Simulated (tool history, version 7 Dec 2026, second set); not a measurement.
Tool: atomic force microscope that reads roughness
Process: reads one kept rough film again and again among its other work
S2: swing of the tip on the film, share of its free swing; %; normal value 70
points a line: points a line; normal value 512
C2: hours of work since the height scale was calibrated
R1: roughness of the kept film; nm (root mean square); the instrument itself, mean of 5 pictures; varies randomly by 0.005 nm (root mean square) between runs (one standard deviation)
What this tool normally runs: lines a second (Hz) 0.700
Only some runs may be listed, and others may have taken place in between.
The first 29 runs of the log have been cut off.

run 30 hour=1012.3 | lines_a_second_(Hz)=2.227 S2=80 points_a_line=477 | pictures_with_this_tip=127 C2=219 | R1=0.663
-- hour=1052.8 new tip fitted
run 31 hour=1062.0 | lines_a_second_(Hz)=3.431 S2=57 points_a_line=512 | pictures_with_this_tip=21 C2=251 | R1=0.739
run 32 hour=1110.3 | lines_a_second_(Hz)=3.431 S2=58 points_a_line=512 | pictures_with_this_tip=134 C2=284 | R1=0.689
run 33 hour=1144.8 | lines_a_second_(Hz)=3.431 S2=58 points_a_line=512 | pictures_with_this_tip=213 C2=307 | R1=0.656
-- hour=1149.6 new tip fitted
run 34 hour=1180.6 | lines_a_second_(Hz)=3.431 S2=58 points_a_line=512 | pictures_with_this_tip=71 C2=330 | R1=0.712
run 35 hour=1224.9 | lines_a_second_(Hz)=0.700 S2=85 points_a_line=512 | pictures_with_this_tip=174 C2=360 | R1=0.668
-- hour=1244.4 new tip fitted
run 36 hour=1254.2 | lines_a_second_(Hz)=0.751 S2=65 points_a_line=362 | pictures_with_this_tip=23 C2=379 | R1=0.762
run 37 hour=1277.8 | lines_a_second_(Hz)=0.612 S2=66 points_a_line=433 | pictures_with_this_tip=78 C2=395 | R1=0.734
run 38 hour=1299.7 | lines_a_second_(Hz)=0.700 S2=68 points_a_line=512 | pictures_with_this_tip=129 C2=409 | R1=0.710
run 39 hour=1322.1 | lines_a_second_(Hz)=0.700 S2=68 points_a_line=512 | pictures_with_this_tip=181 C2=424 | R1=0.682
-- hour=1339.3 new tip fitted
run 40 hour=1371.2 | lines_a_second_(Hz)=0.700 S2=56 points_a_line=440 | pictures_with_this_tip=75 C2=457 | R1=0.736
run 41 hour=1420.5 | lines_a_second_(Hz)=0.700 S2=78 points_a_line=849 | pictures_with_this_tip=189 C2=490 | R1=0.684
-- hour=1433.1 new tip fitted
run 42 hour=1445.4 | lines_a_second_(Hz)=0.897 S2=82 points_a_line=849 | pictures_with_this_tip=28 C2=506 | R1=0.735
run 43 hour=1474.5 | lines_a_second_(Hz)=1.929 S2=78 points_a_line=630 | pictures_with_this_tip=96 C2=525 | R1=0.685
run 44 hour=1522.4 | lines_a_second_(Hz)=3.896 S2=63 points_a_line=464 | pictures_with_this_tip=207 C2=557 | R1=0.652
-- hour=1526.7 new tip fitted
run 45 hour=1566.7 | lines_a_second_(Hz)=3.896 S2=63 points_a_line=464 | pictures_with_this_tip=93 C2=587 | R1=0.690
run 46 hour=1613.1 | lines_a_second_(Hz)=2.315 S2=70 points_a_line=512 | pictures_with_this_tip=200 C2=618 | R1=0.658
-- hour=1620.2 new tip fitted
run 47 hour=1642.0 | lines_a_second_(Hz)=1.385 S2=60 points_a_line=324 | pictures_with_this_tip=50 C2=637 | R1=0.729
run 48 hour=1682.4 | lines_a_second_(Hz)=0.774 S2=56 points_a_line=717 | pictures_with_this_tip=144 C2=664 | R1=0.711
run 49 hour=1704.2 | lines_a_second_(Hz)=0.700 S2=56 points_a_line=392 | pictures_with_this_tip=195 C2=678 | R1=0.686
-- hour=1717.5 new tip fitted
run 50 hour=1748.9 | lines_a_second_(Hz)=1.350 S2=70 points_a_line=466 | pictures_with_this_tip=73 C2=708 | R1=0.715

Consider 4 possible next runs. They are alternatives, not a sequence: every one starts from the tool as it was left by run 50. What does each give?
run A hour=1796.6 | lines_a_second_(Hz)=2.176 S2=60 points_a_line=993 | pictures_with_this_tip=184 C2=739 | R1=?
run B hour=1796.6 | lines_a_second_(Hz)=2.170 S2=72 points_a_line=512 | pictures_with_this_tip=184 C2=739 | R1=?
run C hour=1796.6 | lines_a_second_(Hz)=2.619 S2=83 points_a_line=977 | pictures_with_this_tip=184 C2=739 | R1=?
run D hour=1796.6 | lines_a_second_(Hz)=0.700 S2=70 points_a_line=336 | pictures_with_this_tip=184 C2=739 | R1=?

run=A R1=0.679
run=B R1=0.658
run=C R1=0.622
run=D R1=0.677
Stripped of hidden state, with their random variation kept, the same runs would have yielded:
run=A R1=0.759
run=B R1=0.735
run=C R1=0.694
run=D R1=0.756
